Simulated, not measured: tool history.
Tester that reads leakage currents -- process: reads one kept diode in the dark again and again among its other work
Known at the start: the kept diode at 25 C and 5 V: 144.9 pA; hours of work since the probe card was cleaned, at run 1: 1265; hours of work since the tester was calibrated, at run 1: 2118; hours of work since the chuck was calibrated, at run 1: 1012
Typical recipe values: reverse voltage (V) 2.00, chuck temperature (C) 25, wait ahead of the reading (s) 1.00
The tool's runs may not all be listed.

run	hour	reverse voltage (V)	chuck temperature (C)	wait ahead of the reading (s)	hours of work since the probe card was cleaned	hours of work since the tester was calibrated	hours of work since the chuck was calibrated	current that the tester gives (pA)
1	0.0	2.00	25	1.00	1265	2118	1012	72.06
2	81.1	2.00	25	1.00	1328	2181	1075	71.76
# hour 112.3: chuck's temperature calibrated
3	127.4	2.00	25	1.00	1363	2215	12	63.26
4	202.7	2.00	25	1.00	1421	2274	70	62.42
5	244.9	2.00	25	1.00	1454	2307	103	62.28
6	318.4	2.00	25	1.00	1511	2364	160	61.82
# hour 336.4: tester calibrated
7	403.1	2.00	25	1.00	1575	52	224	62.61
# hour 413.4: probe card cleaned and baked
# hour 429.6: chuck's temperature calibrated, once more
8	510.2	19.79	24	2.49	74	131	63	284.25
9	558.4	2.00	25	0.89	111	169	100	84.99
10	632.9	4.50	30	1.69	169	227	158	196.10
11	676.4	11.52	24	6.28	203	260	192	207.43
12	731.6	19.38	26	6.86	246	303	235	324.10
13	812.5	2.40	56	1.53	309	366	298	876.65

Describe how what the log doesn't record of the tool's condition differs between the last listed run preceding each entry between runs and the first listed run following it.
After run 2, before run 3: chuck's temperature calibrated (hour 112.3)
  stray current of the dirty probe card, pA a volt: 0.675 -> 0.69; current scale over the true one, %: -1.67 -> -1.69; true chuck temperature over the reading, C: -2.4 -> -3.96
  measured result minus the result with no hidden state, current that the tester gives (pA): -15.20 -> -23.62
After run 6, before run 7: tester calibrated (hour 336.4)
  stray current of the dirty probe card, pA a volt: 0.753 -> 0.78; current scale over the true one, %: -1.79 -> -0.05; true chuck temperature over the reading, C: -4.23 -> -4.36
  measured result minus the result with no hidden state, current that the tester gives (pA): -24.92 -> -24.51
After run 7, before run 8: probe card cleaned and baked (hour 413.4); chuck's temperature calibrated, once more (hour 429.6)
  stray current of the dirty probe card, pA a volt: 0.78 -> 0.053; current scale over the true one, %: -0.05 -> -0.11; true chuck temperature over the reading, C: -4.36 -> -0.24
  measured result minus the result with no hidden state, current that the tester gives (pA): -24.51 -> -5.09
